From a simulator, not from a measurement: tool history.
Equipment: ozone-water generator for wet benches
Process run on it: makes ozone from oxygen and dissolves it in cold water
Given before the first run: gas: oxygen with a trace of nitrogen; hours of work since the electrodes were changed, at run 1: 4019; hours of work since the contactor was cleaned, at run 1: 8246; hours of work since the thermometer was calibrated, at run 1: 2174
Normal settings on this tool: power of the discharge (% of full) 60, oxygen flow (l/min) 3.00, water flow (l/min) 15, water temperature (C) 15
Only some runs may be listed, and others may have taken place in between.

| run | day | power of the discharge (% of full) | oxygen flow (l/min) | water flow (l/min) | water temperature (C) | hours of work since the electrodes were changed | hours of work since the contactor was cleaned | hours of work since the thermometer was calibrated | dissolved ozone (ppm) | ozone in the gas ahead of the water (g/m3) |
|---|---|---|---|---|---|---|---|---|---|---|
| 1 | 0.000 | 60 | 3.00 | 15 | 15 | 4019 | 8246 | 2174 | 16.0 | 154.8 |
| 2 | 4.421 | 60 | 3.00 | 15 | 15 | 4119 | 8346 | 2274 | 15.8 | 155.2 |
| 3 | 8.508 | 60 | 3.00 | 15 | 9 | 4211 | 8438 | 2366 | 17.0 | 153.4 |
| 4 | 13.142 | 60 | 3.45 | 15 | 9 | 4316 | 8542 | 2471 | 17.4 | 144.0 |
| 5 | 17.117 | 60 | 3.00 | 15 | 15 | 4405 | 8632 | 2560 | 15.8 | 154.9 |
| 6 | 23.546 | 60 | 3.00 | 15 | 16 | 4550 | 8777 | 2705 | 15.3 | 154.0 |
| 7 | 27.308 | 60 | 3.00 | 15 | 15 | 4635 | 8862 | 2790 | 15.7 | 154.0 |
| 8 | 32.483 | 46 | 3.00 | 15 | 15 | 4752 | 8979 | 2907 | 13.1 | 127.8 |
| 9 | 36.746 | 60 | 3.00 | 15 | 15 | 4848 | 9075 | 3003 | 15.6 | 151.9 |
| 10 | 42.088 | 60 | 3.00 | 15 | 15 | 4968 | 9195 | 3124 | 15.7 | 152.7 |
| 11 | 46.796 | 60 | 3.00 | 15 | 15 | 5075 | 9301 | 3230 | 15.8 | 151.9 |
| 12 | 51.379 | 60 | 3.00 | 15 | 15 | 5178 | 9405 | 3333 | 15.5 | 152.6 |
| 13 | 57.771 | 60 | 3.00 | 15 | 15 | 5322 | 9549 | 3477 | 15.2 | 151.4 |
| 14 | 63.571 | 50 | 3.00 | 15 | 15 | 5453 | 9680 | 3608 | 13.7 | 136.1 |
| 15 | 66.529 | 60 | 3.00 | 15 | 23 | 5520 | 9746 | 3675 | 14.0 | 150.3 |
| 16 | 69.342 | 60 | 3.00 | 15 | 23 | 5583 | 9810 | 3738 | 13.9 | 151.0 |
|  | 70.650 | contactor cleaned |
| 17 | 74.100 | 60 | 3.00 | 15 | 23 | 5687 | 78 | 3842 | 14.3 | 150.9 |
| 18 | 77.967 | 44 | 3.00 | 15 | 15 | 5774 | 165 | 3929 | 13.2 | 122.8 |
|  | 80.042 | water thermometer calibrated |
| 19 | 84.729 | 95 | 3.00 | 15 | 12 | 5926 | 317 | 106 | 22.1 | 201.6 |
| 20 | 90.417 | 95 | 3.00 | 15 | 12 | 6054 | 445 | 234 | 22.0 | 203.1 |
| 21 | 94.367 | 95 | 3.00 | 15 | 12 | 6143 | 534 | 323 | 22.0 | 201.4 |

Run 22 has not been measured yet. What should we expect?
|  | 99.621 | water thermometer calibrated, once more |
| 22 | 100.996 | 46 | 2.43 | 20 | 19 | 6292 | 683 | 31 | ? | ? |

{"run 22": {"dissolved ozone (ppm)": 9.3, "ozone in the gas ahead of the water (g/m3)": 139.3}}
Had the tool carried no hidden state, the very same run would have given dissolved ozone (ppm) 10.1, ozone in the gas ahead of the water (g/m3) 151.6.
